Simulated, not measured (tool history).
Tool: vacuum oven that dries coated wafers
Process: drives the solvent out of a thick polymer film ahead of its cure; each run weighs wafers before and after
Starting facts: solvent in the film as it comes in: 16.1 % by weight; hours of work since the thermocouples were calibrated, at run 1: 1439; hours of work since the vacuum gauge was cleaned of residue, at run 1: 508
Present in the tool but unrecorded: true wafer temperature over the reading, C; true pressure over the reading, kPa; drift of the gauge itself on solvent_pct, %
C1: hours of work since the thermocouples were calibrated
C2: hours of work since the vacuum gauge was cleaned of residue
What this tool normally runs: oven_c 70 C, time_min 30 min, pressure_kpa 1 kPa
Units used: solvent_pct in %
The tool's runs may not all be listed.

run 1 hour=0 | oven_c=70 time_min=30 pressure_kpa=1 | C1=1439 C2=508 | solvent_pct=3.43
run 2 hour=55.3 | oven_c=70 time_min=30 pressure_kpa=1 | C1=1468 C2=537 | solvent_pct=3.41
run 3 hour=152 | oven_c=76 time_min=30 pressure_kpa=1 | C1=1519 C2=587 | solvent_pct=2.07
run 4 hour=219 | oven_c=70 time_min=30 pressure_kpa=1 | C1=1554 C2=622 | solvent_pct=3.57
run 5 hour=278.4 | oven_c=70 time_min=30 pressure_kpa=1 | C1=1585 C2=654 | solvent_pct=3.62
run 6 hour=349.7 | oven_c=70 time_min=30 pressure_kpa=1 | C1=1622 C2=691 | solvent_pct=3.64
run 7 hour=463 | oven_c=70 time_min=26 pressure_kpa=1 | C1=1681 C2=750 | solvent_pct=4.28
-- hour=528.1 oven's thermocouples calibrated
run 8 hour=557.5 | oven_c=59 time_min=30 pressure_kpa=1 | C1=15 C2=799 | solvent_pct=6.9
run 9 hour=640.3 | oven_c=59 time_min=22 pressure_kpa=0.55 | C1=59 C2=842 | solvent_pct=7.53
run 10 hour=741.4 | oven_c=70 time_min=16 pressure_kpa=1 | C1=112 C2=895 | solvent_pct=4.88
run 11 hour=838.7 | oven_c=77 time_min=37 pressure_kpa=2.35 | C1=162 C2=946 | solvent_pct=3.14
run 12 hour=957.1 | oven_c=82 time_min=21 pressure_kpa=1.29 | C1=224 C2=1008 | solvent_pct=1.52
run 13 hour=1013.5 | oven_c=68 time_min=18 pressure_kpa=3.79 | C1=254 C2=1037 | solvent_pct=9.35
run 14 hour=1136.7 | oven_c=59 time_min=22 pressure_kpa=2.27 | C1=318 C2=1102 | solvent_pct=10.61
run 15 hour=1216.1 | oven_c=59 time_min=26 pressure_kpa=0.52 | C1=360 C2=1143 | solvent_pct=7.1
run 16 hour=1275.9 | oven_c=73 time_min=51 pressure_kpa=3.07 | C1=391 C2=1174 | solvent_pct=5.05

Subtracting, for every run, the result it would have given without the tool's unlogged condition from the measured result gives the following. The same run-to-run variation enters both numbers; the gauge's scatter may not:
run=1 solvent_pct=+1.01
run=2 solvent_pct=+1.05
run=3 solvent_pct=+0.6
run=4 solvent_pct=+1.14
run=5 solvent_pct=+1.17
run=6 solvent_pct=+1.21
run=7 solvent_pct=+1.43
run=8 solvent_pct=+0.4
run=9 solvent_pct=+0.4
run=10 solvent_pct=+0.4
run=11 solvent_pct=+0.32
run=12 solvent_pct=+0.27
run=13 solvent_pct=+0.64
run=14 solvent_pct=+0.74
run=15 solvent_pct=+0.84
run=16 solvent_pct=+0.59
